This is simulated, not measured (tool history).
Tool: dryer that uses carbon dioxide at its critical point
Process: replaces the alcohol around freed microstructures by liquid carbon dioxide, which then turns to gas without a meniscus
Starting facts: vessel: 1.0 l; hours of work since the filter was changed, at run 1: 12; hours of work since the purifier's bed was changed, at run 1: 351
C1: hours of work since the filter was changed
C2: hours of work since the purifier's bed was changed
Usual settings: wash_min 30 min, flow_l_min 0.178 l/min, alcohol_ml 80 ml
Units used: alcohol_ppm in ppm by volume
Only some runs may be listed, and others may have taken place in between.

{"run": 1, "hour": 0.0, "wash_min": 30, "flow_l_min": 0.178, "alcohol_ml": 80, "C1": 12, "C2": 351, "alcohol_ppm": 1579}
{"run": 2, "hour": 26.6, "wash_min": 30, "flow_l_min": 0.178, "alcohol_ml": 80, "C1": 23, "C2": 362, "alcohol_ppm": 1572}
{"run": 3, "hour": 73.9, "wash_min": 31, "flow_l_min": 0.178, "alcohol_ml": 80, "C1": 42, "C2": 381, "alcohol_ppm": 1443}
{"run": 4, "hour": 129.9, "wash_min": 31, "flow_l_min": 0.178, "alcohol_ml": 80, "C1": 65, "C2": 403, "alcohol_ppm": 1493}
{"run": 5, "hour": 179.3, "wash_min": 31, "flow_l_min": 0.178, "alcohol_ml": 80, "C1": 85, "C2": 424, "alcohol_ppm": 1541}
{"run": 6, "hour": 212.0, "wash_min": 25, "flow_l_min": 0.178, "alcohol_ml": 80, "C1": 99, "C2": 437, "alcohol_ppm": 3237}
{"run": 7, "hour": 262.0, "wash_min": 30, "flow_l_min": 0.178, "alcohol_ml": 98, "C1": 119, "C2": 457, "alcohol_ppm": 2193}
{"run": 8, "hour": 302.0, "wash_min": 30, "flow_l_min": 0.178, "alcohol_ml": 22, "C1": 135, "C2": 473, "alcohol_ppm": 601}
{"run": 9, "hour": 348.2, "wash_min": 36, "flow_l_min": 0.178, "alcohol_ml": 22, "C1": 154, "C2": 492, "alcohol_ppm": 362}
{"run": 10, "hour": 373.2, "wash_min": 36, "flow_l_min": 0.178, "alcohol_ml": 22, "C1": 164, "C2": 502, "alcohol_ppm": 368}
{"run": 11, "hour": 407.6, "wash_min": 36, "flow_l_min": 0.178, "alcohol_ml": 22, "C1": 178, "C2": 516, "alcohol_ppm": 373}
{"run": 12, "hour": 463.4, "wash_min": 36, "flow_l_min": 0.178, "alcohol_ml": 22, "C1": 201, "C2": 539, "alcohol_ppm": 381}
{"run": 13, "hour": 518.7, "wash_min": 36, "flow_l_min": 0.178, "alcohol_ml": 22, "C1": 223, "C2": 561, "alcohol_ppm": 393}
{"run": 14, "hour": 557.2, "wash_min": 30, "flow_l_min": 0.178, "alcohol_ml": 80, "C1": 239, "C2": 577, "alcohol_ppm": 2166}
{"run": 15, "hour": 602.0, "wash_min": 30, "flow_l_min": 0.178, "alcohol_ml": 80, "C1": 257, "C2": 595, "alcohol_ppm": 2142}
{"run": 16, "hour": 645.7, "wash_min": 30, "flow_l_min": 0.178, "alcohol_ml": 80, "C1": 275, "C2": 613, "alcohol_ppm": 2168}
{"run": 17, "hour": 699.5, "wash_min": 30, "flow_l_min": 0.178, "alcohol_ml": 80, "C1": 297, "C2": 635, "alcohol_ppm": 2227}
{"hour": 723.5, "done": "inlet filter changed"}
{"run": 18, "hour": 727.3, "wash_min": 30, "flow_l_min": 0.178, "alcohol_ml": 80, "C1": 2, "C2": 646, "alcohol_ppm": 1622}
{"run": 19, "hour": 787.8, "wash_min": 30, "flow_l_min": 0.178, "alcohol_ml": 80, "C1": 26, "C2": 670, "alcohol_ppm": 1681}
{"run": 20, "hour": 839.8, "wash_min": 30, "flow_l_min": 0.178, "alcohol_ml": 80, "C1": 47, "C2": 692, "alcohol_ppm": 1685}
{"run": 21, "hour": 867.4, "wash_min": 30, "flow_l_min": 0.178, "alcohol_ml": 40, "C1": 58, "C2": 703, "alcohol_ppm": 982}
{"run": 22, "hour": 928.0, "wash_min": 30, "flow_l_min": 0.178, "alcohol_ml": 80, "C1": 83, "C2": 727, "alcohol_ppm": 1784}
{"run": 23, "hour": 958.6, "wash_min": 30, "flow_l_min": 0.178, "alcohol_ml": 80, "C1": 96, "C2": 740, "alcohol_ppm": 1839}
{"run": 24, "hour": 991.6, "wash_min": 30, "flow_l_min": 0.178, "alcohol_ml": 80, "C1": 109, "C2": 753, "alcohol_ppm": 1829}

Forecast run 25:
{"run": 25, "hour": 1039.2, "wash_min": 40, "flow_l_min": 0.27, "alcohol_ml": 58, "C1": 128, "C2": 773, "alcohol_ppm": "?"}

alcohol_ppm: 213 ppm by volume
Had the tool carried no hidden state, the very same run would have given alcohol_ppm 6 ppm by volume.
